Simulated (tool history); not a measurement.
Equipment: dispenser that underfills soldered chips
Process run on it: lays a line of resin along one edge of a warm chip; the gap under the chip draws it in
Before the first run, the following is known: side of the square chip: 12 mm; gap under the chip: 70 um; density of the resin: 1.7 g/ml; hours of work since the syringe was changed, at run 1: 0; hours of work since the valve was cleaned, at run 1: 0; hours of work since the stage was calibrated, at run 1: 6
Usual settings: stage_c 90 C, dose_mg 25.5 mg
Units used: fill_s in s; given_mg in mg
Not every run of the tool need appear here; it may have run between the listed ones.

| run | hour | stage_c | dose_mg | hours of work since the syringe was changed | hours of work since the valve was cleaned | hours of work since the stage was calibrated | fill_s | given_mg |
|---|---|---|---|---|---|---|---|---|
| 1 | 0 | 90 | 25.5 | 0 | 0 | 6 | 100.2 | 25.6 |
| 2 | 2.8 | 90 | 25.5 | 2 | 2 | 7 | 120.4 | 25.47 |
| 3 | 7.5 | 90 | 25.5 | 5 | 5 | 10 | 148.9 | 25.58 |
| 4 | 10.7 | 96 | 25.5 | 7 | 7 | 13 | 145.3 | 25.46 |
|  | 13.6 | new syringe of resin |
| 5 | 13.6 | 96 | 25.5 | 0 | 9 | 14 | 75.9 | 25.33 |
| 6 | 16.7 | 96 | 22.4 | 2 | 11 | 16 | 94.2 | 22.22 |
| 7 | 22 | 87 | 22.7 | 6 | 14 | 20 | 176.4 | 22.5 |
|  | 27.4 | new syringe of resin |
| 8 | 27.6 | 88 | 22.3 | 0 | 18 | 23 | 108.9 | 21.97 |
| 9 | 30.8 | 80 | 22.3 | 2 | 20 | 25 | 176.6 | 21.96 |
| 10 | 35.8 | 80 | 22.3 | 6 | 23 | 29 | 231.1 | 21.76 |
|  | 41.1 | new syringe of resin |
| 11 | 41.1 | 93 | 25.5 | 0 | 27 | 32 | 86.6 | 24.89 |
| 12 | 45.8 | 93 | 25.5 | 3 | 30 | 35 | 112.2 | 24.89 |

Branching from run 12: 4 alternative next runs. What would each branch give?
| A | 51.1 | 87 | 26.9 | 7 | 33 | 38 | ? | ? |
| B | 51.1 | 78 | 32.6 | 7 | 33 | 38 | ? | ? |
| C | 51.1 | 100 | 25.5 | 7 | 33 | 38 | ? | ? |
| D | 51.1 | 76 | 29.7 | 7 | 33 | 38 | ? | ? |

| run | fill_s | given_mg |
|---|---|---|
| A | 182.2 | 26.2 |
| B | 255.7 | 31.55 |
| C | 114.8 | 24.87 |
| D | 281.9 | 28.92 |
The same runs, with their run-to-run variation unchanged, on a tool lacking any hidden condition would have given:
| run | fill_s | given_mg |
|---|---|---|
| A | 105.2 | 26.95 |
| B | 148.1 | 32.46 |
| C | 66.1 | 25.58 |
| D | 163.3 | 29.75 |

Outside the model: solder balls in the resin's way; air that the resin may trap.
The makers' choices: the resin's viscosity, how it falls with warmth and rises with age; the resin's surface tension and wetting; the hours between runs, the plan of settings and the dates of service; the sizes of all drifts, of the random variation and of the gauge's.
